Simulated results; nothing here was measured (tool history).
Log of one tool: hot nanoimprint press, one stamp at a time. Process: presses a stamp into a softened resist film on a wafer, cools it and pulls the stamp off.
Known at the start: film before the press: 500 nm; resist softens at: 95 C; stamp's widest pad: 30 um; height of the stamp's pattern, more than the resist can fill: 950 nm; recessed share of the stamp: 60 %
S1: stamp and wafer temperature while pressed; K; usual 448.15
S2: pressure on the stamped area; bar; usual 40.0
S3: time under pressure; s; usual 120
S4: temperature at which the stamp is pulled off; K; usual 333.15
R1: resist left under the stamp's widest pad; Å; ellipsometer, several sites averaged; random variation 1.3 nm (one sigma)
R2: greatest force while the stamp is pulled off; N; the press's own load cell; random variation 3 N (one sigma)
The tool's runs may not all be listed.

Run 1, hour 0.0: usual settings. Result: R1 2461 Å, R2 142 N.
Run 2, hour 32.4: usual settings but S2 27.4 bar. Result: R1 2941 Å, R2 146 N.
Run 3, hour 53.9: usual settings but S2 27.4 bar. Result: R1 2934 Å, R2 145 N.
Run 4, hour 91.7: usual settings but S2 27.4 bar. Result: R1 2936 Å, R2 149 N.
Run 5, hour 123.4: usual settings but S2 27.4 bar. Result: R1 2937 Å, R2 144 N.
Run 6, hour 142.4: usual settings but S2 33.5 bar. Result: R1 2694 Å, R2 142 N.
Run 7, hour 172.3: usual settings but S2 33.5 bar. Result: R1 2677 Å, R2 145 N.
Run 8, hour 210.2: usual settings but S2 33.5 bar. Result: R1 2694 Å, R2 147 N.
Run 9, hour 248.8: usual settings but S2 33.5 bar. Result: R1 2689 Å, R2 144 N.
Run 10, hour 281.3: usual settings but S2 33.5 bar. Result: R1 2696 Å, R2 142 N.
Run 11, hour 309.9: usual settings but S2 33.5 bar. Result: R1 2708 Å, R2 149 N.
Run 12, hour 329.8: usual settings but S2 33.5 bar. Result: R1 2704 Å, R2 147 N.
Run 13, hour 356.5: usual settings but S2 31.3 bar. Result: R1 2788 Å, R2 141 N.
Run 14, hour 381.0: usual settings but S2 31.3 bar. Result: R1 2790 Å, R2 146 N.
Run 15, hour 405.8: usual settings but S3 107 s. Result: R1 2584 Å, R2 138 N.
At hour 418.0: stamp cleaned and given a new release coat.
Run 16, hour 445.2: usual settings but S3 107 s. Result: R1 2571 Å, R2 144 N.
At hour 453.0: plate thermocouple calibrated.
Run 17, hour 469.6: usual settings but S3 107 s. Result: R1 2594 Å, R2 147 N.
Run 18, hour 500.9: usual settings but S1 441.15 K, S3 110 s. Result: R1 3006 Å, R2 146 N.
Run 19, hour 522.4: usual settings but S2 40.2 bar, S4 321.15 K. Result: R1 2513 Å, R2 177 N.
Run 20, hour 539.6: usual settings but S1 447.15 K, S2 34.9 bar. Result: R1 2735 Å, R2 144 N.
Run 21, hour 562.3: usual settings but S1 447.15 K, S2 34.9 bar. Result: R1 2737 Å, R2 146 N.
Run 22, hour 596.1: usual settings but S1 447.15 K, S2 34.9 bar. Result: R1 2729 Å, R2 140 N.
Run 23, hour 619.1: usual settings but S1 447.15 K, S2 34.9 bar, S4 325.15 K. Result: R1 2705 Å, R2 167 N.
Run 24, hour 657.0: usual settings but S2 31.2 bar, S3 132 s, S4 321.15 K. Result: R1 2757 Å, R2 172 N.
Run 25, hour 678.0: usual settings but S1 437.15 K, S3 107 s. Result: R1 3301 Å, R2 140 N.
Run 26, hour 708.6: usual settings but S1 441.15 K, S2 44.4 bar, S3 228 s, S4 336.15 K. Result: R1 2254 Å, R2 132 N.
Run 27, hour 732.8: usual settings but S3 99 s. Result: R1 2690 Å, R2 143 N.
Run 28, hour 762.2: usual settings but S1 450.15 K, S3 99 s. Result: R1 2584 Å, R2 146 N.
Run 29, hour 798.5: usual settings but S1 459.15 K, S3 105 s. Result: R1 2069 Å, R2 146 N.

Hidden state or all else? Some run-to-run changes of R1, split into what the settings, what came in and random variation would give without the hidden state, and what is left for the hidden state (with any gauge scatter that isn't in both results):
The hidden state here: true temperature over the reading, C; pressure that arrives at the usual setting, %; grip of the stamp's worn release coat, % over a new coat's; drift of the gauge itself on residual_nm, %; drift of the gauge itself on pull_off_n, %.
Run 24 -> 25: S1 448.15 -> 437.15, S2 31.2 -> 40.0, S3 132 -> 107, S4 321.15 -> 333.15. R1 +544 Å: hidden state +13, all else +531.
Run 25 -> 26: S1 437.15 -> 441.15, S2 40.0 -> 44.4, S3 107 -> 228, S4 333.15 -> 336.15. R1 -1047 Å: hidden state -19, all else -1028.
